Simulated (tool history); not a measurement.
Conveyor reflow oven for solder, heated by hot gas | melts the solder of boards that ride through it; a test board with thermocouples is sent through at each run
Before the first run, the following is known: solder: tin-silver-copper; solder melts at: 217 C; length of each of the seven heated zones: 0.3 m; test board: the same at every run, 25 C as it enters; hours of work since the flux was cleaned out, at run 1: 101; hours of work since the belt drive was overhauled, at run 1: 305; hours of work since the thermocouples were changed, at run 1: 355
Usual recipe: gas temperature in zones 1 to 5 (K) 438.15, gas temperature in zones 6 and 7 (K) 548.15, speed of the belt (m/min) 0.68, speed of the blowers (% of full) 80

run    hour  gas temperature in zones 1 to 5 (K)  gas temperature in zones 6 and 7 (K)  speed of the belt (m/min)  speed of the blowers (% of full)  hours of work since the flux was cleaned out  hours of work since the belt drive was overhauled  hours of work since the thermocouples were changed  highest temperature of the board (K)  time above the solder's melting point (s)
  1       0                               438.15                                548.15                       0.68                                80                                           101                                                305                                                 355                                534.05                                       41.8
  2    70.8                               438.15                                555.15                       0.68                                80                                           131                                                335                                                 384                                540.05                                       44.3
  3   133.6                               438.15                                555.15                       0.68                                80                                           157                                                361                                                 410                                540.65                                       44.6
      190.3  -- flux residue cleaned out of gas plates and filters
  4   216.6                               433.15                                555.15                       0.68                                80                                            11                                                393                                                 443                                539.25                                       43.3
  5   304.4                               433.15                                555.15                       0.68                                80                                            47                                                430                                                 479                                539.85                                         43
  6   356.1                               433.15                                555.15                       0.68                                80                                            69                                                451                                                 501                                539.35                                       42.9
  7   431.2                               433.15                                555.15                       0.68                                80                                           100                                                482                                                 532                                538.65                                       42.9
  8   516.9                               438.15                                541.15                       0.68                                80                                           136                                                518                                                 567                                526.85                                       39.3
  9   583.7                               436.15                                541.15                       0.68                                80                                           164                                                546                                                 595                                527.45                                       38.4
        629  -- flux residue cleaned out of gas plates and filters
 10   637.4                               436.15                                541.15                       0.68                                80                                             3                                                566                                                 615                                527.25                                       38.9
 11   679.7                               438.15                                548.15                       0.68                                80                                            21                                                583                                                 633                                534.05                                       42.1
 12   756.8                               438.15                                553.15                       0.68                                80                                            53                                                616                                                 665                                538.15                                       43.9
 13   814.8                               438.15                                553.15                      0.771                                62                                            77                                                640                                                 689                                529.75                                       34.2
 14   884.6                               438.15                                553.15                      0.771                                62                                           106                                                669                                                 718                                529.95                                       34.4
 15   943.1                               438.15                                553.15                      0.771                                62                                           131                                                693                                                 743                                529.45                                       34.2
 16  1006.4                               438.15                                553.15                      0.771                                62                                           157                                                719                                                 769                                529.35                                       34.3
     1066.9  -- flux residue cleaned out of gas plates and filters
 17    1075                               438.15                                548.15                      0.629                                71                                             3                                                746                                                 795                                534.95                                       45.7
 18  1132.1                               438.15                                548.15                      0.629                                71                                            27                                                769                                                 819                                533.95                                       46.2
 19  1183.2                               451.15                                548.15                      0.629                                89                                            48                                                791                                                 840                                538.75                                       50.9
 20  1261.3                               451.15                                548.15                      0.629                                89                                            81                                                823                                                 873                                539.35                                       50.6
 21  1349.9                               451.15                                548.15                      0.752                                89                                           118                                                860                                                 910                                533.65                                       40.1
 22  1408.7                               451.15                                548.15                      0.752                                89                                           142                                                884                                                 934                                534.45                                       40.2
 23  1456.3                               438.15                                539.15                       0.68                                80                                           162                                                904                                                 954                                524.85                                       38.7

What if the next run were any one of these 3? Each begins from the tool's condition after run 23:
     1503  -- flux residue cleaned out of gas plates and filters
  A  1544                               438.15                                536.15                      0.555                                80                                            17                                                939                                                 988                                     ?                                          ?
     1503  -- flux residue cleaned out of gas plates and filters
  B  1544                               438.15                                548.15                      0.596                                80                                            17                                                939                                                 988                                     ?                                          ?
     1503  -- flux residue cleaned out of gas plates and filters
  C  1544                               438.15                                539.15                       0.68                                80                                            17                                                939                                                 988                                     ?                                          ?

run  highest temperature of the board (K)  time above the solder's melting point (s)
  A                                528.65                                       49.9
  B                                537.85                                       50.1
  C                                525.15                                       38.4
Without the tool's hidden state the same runs would have given:
run  highest temperature of the board (K)  time above the solder's melting point (s)
  A                                528.75                                         50
  B                                537.95                                       50.1
  C                                525.15                                       38.4
